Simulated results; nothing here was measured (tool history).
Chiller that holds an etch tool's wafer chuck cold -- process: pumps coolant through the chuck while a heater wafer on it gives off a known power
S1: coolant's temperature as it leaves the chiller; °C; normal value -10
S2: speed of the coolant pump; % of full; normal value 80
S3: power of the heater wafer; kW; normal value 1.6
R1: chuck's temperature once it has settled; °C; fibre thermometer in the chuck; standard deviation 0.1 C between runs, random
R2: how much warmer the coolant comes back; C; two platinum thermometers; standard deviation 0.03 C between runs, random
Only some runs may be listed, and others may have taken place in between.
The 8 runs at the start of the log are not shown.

run 9 day=8.279 | S1=-10 S2=62 S3=1.6 | R1=3 R2=6.34
run 10 day=8.975 | S1=-10 S2=80 S3=1.598 | R1=0.4 R2=4.72
run 11 day=9.608 | S1=-10 S2=80 S3=1.6 | R1=0.2 R2=4.72
run 12 day=10.529 | S1=-10 S2=80 S3=1.6 | R1=0.4 R2=4.75
run 13 day=11.804 | S1=-10 S2=80 S3=1.6 | R1=0.5 R2=4.68
run 14 day=12.858 | S1=-10 S2=80 S3=1.6 | R1=0.2 R2=4.67
-- day=13.762 gauge calibrated
run 15 day=14.067 | S1=-10 S2=80 S3=1.6 | R1=0.4 R2=4.82
run 16 day=15.15 | S1=-10 S2=80 S3=1.6 | R1=0.3 R2=4.81
run 17 day=16.304 | S1=-10 S2=80 S3=1.328 | R1=-1.6 R2=4

What will run 18 give?
run 18 day=17.1 | S1=-10 S2=80 S3=2.324 | R1=? R2=?

R1: 4.9 °C
R2: 6.97 C
Were there no unlogged condition in the tool, this run, its random variation unchanged, would have produced R1 4.9 °C, R2 7.01 C.
